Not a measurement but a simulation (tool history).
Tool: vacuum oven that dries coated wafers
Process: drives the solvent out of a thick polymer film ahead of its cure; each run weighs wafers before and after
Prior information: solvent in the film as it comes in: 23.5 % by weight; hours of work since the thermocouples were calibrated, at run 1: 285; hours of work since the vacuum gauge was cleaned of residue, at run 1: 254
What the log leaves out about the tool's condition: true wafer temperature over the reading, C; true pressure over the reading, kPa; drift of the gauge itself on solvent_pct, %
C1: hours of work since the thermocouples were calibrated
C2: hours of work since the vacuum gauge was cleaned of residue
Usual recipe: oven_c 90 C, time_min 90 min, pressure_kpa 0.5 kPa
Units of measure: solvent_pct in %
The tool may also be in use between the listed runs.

Run 1, hour 0: usual settings; C1 285; C2 254. Result: solvent_pct 2.88 %.
Run 2, hour 8.1: usual settings; C1 290; C2 259. Result: solvent_pct 2.86 %.
Run 3, hour 17.4: usual settings; C1 297; C2 266. Result: solvent_pct 2.85 %.
Run 4, hour 25: usual settings but oven_c 92 C; C1 302; C2 271. Result: solvent_pct 2.16 %.
Run 5, hour 31.5: usual settings but oven_c 92 C; C1 306; C2 275. Result: solvent_pct 2.2 %.
Run 6, hour 43.6: usual settings but oven_c 92 C; C1 314; C2 283. Result: solvent_pct 2.15 %.
Run 7, hour 50.1: usual settings but oven_c 91 C; C1 318; C2 287. Result: solvent_pct 2.53 %.
Run 8, hour 60.5: usual settings but oven_c 91 C; C1 325; C2 294. Result: solvent_pct 2.47 %.
Run 9, hour 67: usual settings but oven_c 96 C; C1 330; C2 299. Result: solvent_pct 1.18 %.
Run 10, hour 75.3: usual settings but oven_c 84 C; C1 335; C2 304. Result: solvent_pct 5.29 %.
Run 11, hour 86.9: usual settings but pressure_kpa 1.58 kPa; C1 343; C2 312. Result: solvent_pct 3.19 %.
Run 12, hour 92.2: usual settings but pressure_kpa 1.463 kPa; C1 346; C2 315. Result: solvent_pct 3.2 %.
Run 13, hour 103.4: usual settings but time_min 84 min, pressure_kpa 1.463 kPa; C1 354; C2 323. Result: solvent_pct 3.52 %.
Run 14, hour 109.1: usual settings but time_min 84 min, pressure_kpa 1.463 kPa; C1 358; C2 327. Result: solvent_pct 3.56 %.
Run 15, hour 121.3: usual settings but time_min 84 min, pressure_kpa 1.463 kPa; C1 366; C2 335. Result: solvent_pct 3.55 %.
Run 16, hour 127.6: usual settings but time_min 84 min, pressure_kpa 1.463 kPa; C1 370; C2 339. Result: solvent_pct 3.51 %.
Run 17, hour 140: usual settings; C1 378; C2 347. Result: solvent_pct 2.83 %.
Run 18, hour 146.5: usual settings; C1 383; C2 352. Result: solvent_pct 2.79 %.
Run 19, hour 152.9: usual settings; C1 387; C2 356. Result: solvent_pct 2.8 %.
Run 20, hour 160.3: usual settings; C1 392; C2 361. Result: solvent_pct 2.8 %.
Run 21, hour 168.5: usual settings; C1 397; C2 366. Result: solvent_pct 2.78 %.
Run 22, hour 175.8: usual settings but pressure_kpa 1.292 kPa; C1 402; C2 371. Result: solvent_pct 3.04 %.
Run 23, hour 185.9: usual settings but time_min 123 min; C1 409; C2 378. Result: solvent_pct 1.43 %.
Run 24, hour 195.7: usual settings but oven_c 83 C, time_min 123 min, pressure_kpa 1.283 kPa; C1 415; C2 384. Result: solvent_pct 3.98 %.
Run 25, hour 208.2: usual settings but oven_c 83 C, time_min 123 min, pressure_kpa 1.283 kPa; C1 424; C2 393. Result: solvent_pct 4 %.
Run 26, hour 219.4: usual settings but oven_c 83 C, time_min 123 min, pressure_kpa 1.283 kPa; C1 431; C2 400. Result: solvent_pct 3.94 %.
Run 27, hour 230.8: usual settings but time_min 55 min, pressure_kpa 0.76 kPa; C1 439; C2 408. Result: solvent_pct 5.84 %.
Run 28, hour 241.4: usual settings but time_min 55 min, pressure_kpa 0.76 kPa; C1 446; C2 415. Result: solvent_pct 5.86 %.
Run 29, hour 250.4: usual settings but time_min 94 min, pressure_kpa 0.76 kPa; C1 452; C2 421. Result: solvent_pct 2.63 %.
Run 30, hour 258: usual settings but oven_c 92 C, time_min 94 min, pressure_kpa 0.564 kPa; C1 457; C2 426. Result: solvent_pct 1.98 %.
Run 31, hour 263.5: usual settings but oven_c 89 C, time_min 94 min, pressure_kpa 1.645 kPa; C1 461; C2 430. Result: solvent_pct 3.22 %.
Run 32, hour 273.1: usual settings but oven_c 78 C, time_min 148 min, pressure_kpa 0.413 kPa; C1 467; C2 436. Result: solvent_pct 4.61 %.
Run 33, hour 284.1: usual settings but oven_c 78 C, time_min 148 min, pressure_kpa 0.413 kPa; C1 474; C2 443. Result: solvent_pct 4.55 %.
Run 34, hour 291.7: usual settings but oven_c 78 C, time_min 148 min, pressure_kpa 0.413 kPa; C1 479; C2 448. Result: solvent_pct 4.55 %.
Run 35, hour 302.6: usual settings but oven_c 78 C, time_min 148 min, pressure_kpa 0.413 kPa; C1 487; C2 456. Result: solvent_pct 4.54 %.
Run 36, hour 311.2: usual settings but oven_c 78 C, time_min 148 min, pressure_kpa 0.413 kPa; C1 492; C2 461. Result: solvent_pct 4.53 %.
Run 37, hour 323.6: usual settings but oven_c 78 C, time_min 105 min, pressure_kpa 0.413 kPa; C1 501; C2 470. Result: solvent_pct 6.87 %.
Run 38, hour 333.1: usual settings but oven_c 78 C, time_min 105 min, pressure_kpa 0.413 kPa; C1 507; C2 476. Result: solvent_pct 6.86 %.
Run 39, hour 343.8: usual settings but oven_c 93 C, time_min 93 min, pressure_kpa 1.271 kPa; C1 514; C2 483. Result: solvent_pct 1.94 %.
Run 40, hour 352: usual settings but oven_c 102 C, time_min 123 min, pressure_kpa 0.953 kPa; C1 520; C2 489. Result: solvent_pct 0.31 %.
Run 41, hour 357.3: usual settings but pressure_kpa 0.568 kPa; C1 523; C2 492. Result: solvent_pct 2.79 %.
Run 42, hour 368.9: usual settings but time_min 67 min, pressure_kpa 0.954 kPa; C1 531; C2 500. Result: solvent_pct 4.58 %.
Run 43, hour 380.6: usual settings but time_min 47 min, pressure_kpa 1.513 kPa; C1 539; C2 508. Result: solvent_pct 7.06 %.
Run 44, hour 392.4: usual settings but time_min 126 min, pressure_kpa 1.513 kPa; C1 546; C2 515. Result: solvent_pct 1.68 %.
Run 45, hour 397.7: usual settings but time_min 126 min, pressure_kpa 1.513 kPa; C1 550; C2 519. Result: solvent_pct 1.67 %.
Run 46, hour 409.9: usual settings but oven_c 104 C, time_min 126 min, pressure_kpa 0.256 kPa; C1 558; C2 527. Result: solvent_pct 0.11 %.

Forecast each of these 4 alternatives for the next run:
Run A, hour 422.4: usual settings but oven_c 103 C, time_min 77 min, pressure_kpa 0.604 kPa; C1 566; C2 535. Result: solvent_pct ?.
Run B, hour 422.4: usual settings but pressure_kpa 0.572 kPa; C1 566; C2 535. Result: solvent_pct ?.
Run C, hour 422.4: usual settings but oven_c 104 C, time_min 126 min, pressure_kpa 0.276 kPa; C1 566; C2 535. Result: solvent_pct ?.
Run D, hour 422.4: usual settings but oven_c 104 C, time_min 106 min, pressure_kpa 0.256 kPa; C1 566; C2 535. Result: solvent_pct ?.

run  solvent_pct
  A         0.52
  B          2.7
  C          0.1
  D         0.17
Stripped of hidden state, with their random variation kept, the same runs would have yielded:
run  solvent_pct
  A         0.63
  B         3.07
  C         0.11
  D         0.19

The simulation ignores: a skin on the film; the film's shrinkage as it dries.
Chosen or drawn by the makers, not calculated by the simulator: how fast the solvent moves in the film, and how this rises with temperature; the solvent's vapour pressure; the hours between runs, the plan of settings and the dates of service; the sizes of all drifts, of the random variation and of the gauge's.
